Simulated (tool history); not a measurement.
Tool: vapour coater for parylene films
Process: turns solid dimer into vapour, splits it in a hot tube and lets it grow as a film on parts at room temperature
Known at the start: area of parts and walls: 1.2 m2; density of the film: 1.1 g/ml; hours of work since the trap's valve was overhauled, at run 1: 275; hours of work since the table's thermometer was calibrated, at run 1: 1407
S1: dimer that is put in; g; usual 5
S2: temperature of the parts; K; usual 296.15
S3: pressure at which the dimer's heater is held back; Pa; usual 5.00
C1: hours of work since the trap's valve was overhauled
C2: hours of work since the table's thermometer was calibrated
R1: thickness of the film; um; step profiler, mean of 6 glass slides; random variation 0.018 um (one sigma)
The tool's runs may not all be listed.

run	hour	S1	S2	S3	C1	C2	R1
1	0.0	5	296.15	5.00	275	1407	1.74
2	39.1	5	296.15	5.00	301	1433	1.75
3	96.7	5	296.15	5.00	339	1470	1.77
4	131.2	5	296.15	5.00	361	1493	1.81
5	186.0	5	304.15	5.00	397	1529	1.41
6	214.5	5	304.15	4.46	416	1548	1.43
7	264.6	5	296.15	5.00	449	1581	1.75
# hour 293.5: trap's valve overhauled
8	306.9	5	296.15	5.00	9	1606	1.77
9	355.7	5	289.15	5.00	41	1638	2.14
10	403.9	5	296.15	5.00	73	1670	1.79
11	429.8	5	296.15	5.00	90	1687	1.78
12	457.4	8	307.15	3.85	108	1705	2.12
13	504.5	8	307.15	3.85	139	1736	2.16
14	549.6	8	302.15	3.85	169	1766	2.44
15	575.5	8	302.15	3.85	186	1783	2.42
16	625.1	3	302.15	3.52	218	1816	0.90
17	671.4	5	300.15	4.22	249	1846	1.63
18	722.9	5	300.15	4.22	283	1880	1.63
19	765.7	5	304.15	5.00	311	1908	1.40
20	816.4	5	289.15	2.59	344	1942	2.23
21	853.5	6	289.15	4.19	369	1966	2.58
22	902.8	6	289.15	4.19	401	1999	2.58

How the hidden state differs across the entries between the runs, from the last listed run before each to the first after it:
Between runs 7 and 8: trap's valve overhauled (hour 293.5)
  vapour lost through the trap's worn valve, %: 0.6 -> 0
